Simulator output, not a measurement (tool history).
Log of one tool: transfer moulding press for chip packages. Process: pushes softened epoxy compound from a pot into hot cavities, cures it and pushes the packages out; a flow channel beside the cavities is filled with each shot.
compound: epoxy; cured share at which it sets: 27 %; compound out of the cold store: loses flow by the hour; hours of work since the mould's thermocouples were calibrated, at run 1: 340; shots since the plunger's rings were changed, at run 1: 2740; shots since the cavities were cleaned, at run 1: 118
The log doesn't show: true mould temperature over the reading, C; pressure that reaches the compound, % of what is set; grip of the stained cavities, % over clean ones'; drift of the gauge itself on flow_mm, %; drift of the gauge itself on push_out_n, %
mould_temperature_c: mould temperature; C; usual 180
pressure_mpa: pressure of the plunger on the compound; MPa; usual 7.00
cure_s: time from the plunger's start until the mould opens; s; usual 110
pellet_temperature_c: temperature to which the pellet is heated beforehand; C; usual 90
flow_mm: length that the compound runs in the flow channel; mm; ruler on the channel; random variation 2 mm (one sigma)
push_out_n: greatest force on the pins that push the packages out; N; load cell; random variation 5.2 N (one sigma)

run,hour,mould_temperature_c,pressure_mpa,cure_s,pellet_temperature_c,hours of work since the mould's thermocouples were calibrated,shots since the plunger's rings were changed,shots since the cavities were cleaned,incoming compound's hours out of the cold store,flow_mm,push_out_n
1,0.0,180,7.00,110,90,340,2740,118,35.6,813,189
2,28.3,180,7.00,110,90,357,3051,429,9.4,957,236
3,61.2,179,7.00,110,90,378,3412,790,24.5,870,283
# hour 64.7: cavities cleaned with cleaning compound and waxed
# hour 72.4: plunger's sealing rings changed
4,99.9,180,7.00,110,90,399,302,358,36.8,834,228
5,125.1,180,7.00,110,90,414,580,636,34.0,847,253
# hour 143.4: cavities cleaned with cleaning compound and waxed
6,161.2,180,7.00,110,90,436,960,195,41.3,802,206
7,175.2,180,6.13,110,90,444,1113,348,37.5,771,233
8,195.0,180,7.00,110,81,457,1332,567,26.7,878,260
9,209.9,180,7.00,110,81,466,1495,730,34.9,833,247
# hour 218.8: cavities cleaned with cleaning compound and waxed
10,228.7,180,7.00,110,81,476,1685,108,37.0,820,204
11,263.1,180,7.00,110,81,497,2064,487,17.7,926,254
# hour 295.4: cavities cleaned with cleaning compound and waxed
12,295.4,180,7.00,104,90,516,2402,0,10.6,958,180
13,315.8,180,7.00,104,90,529,2626,224,39.7,793,219
14,337.2,180,7.00,110,99,542,2861,459,37.7,798,234
15,354.6,180,7.00,110,99,553,3052,650,13.1,934,256
# hour 370.4: cavities cleaned with cleaning compound and waxed
16,386.0,180,7.00,110,99,571,3381,171,27.5,847,208
# hour 398.4: plunger's sealing rings changed
17,412.9,180,5.30,129,95,586,159,439,19.9,809,222

Forecast run 18:
18,436.9,180,7.00,110,90,601,423,703,37.5,?,?

Run 18 gave flow_mm 831 mm, push_out_n 264 N.
Without the tool's hidden state the same run would have given flow_mm 834 mm, push_out_n 169 N.
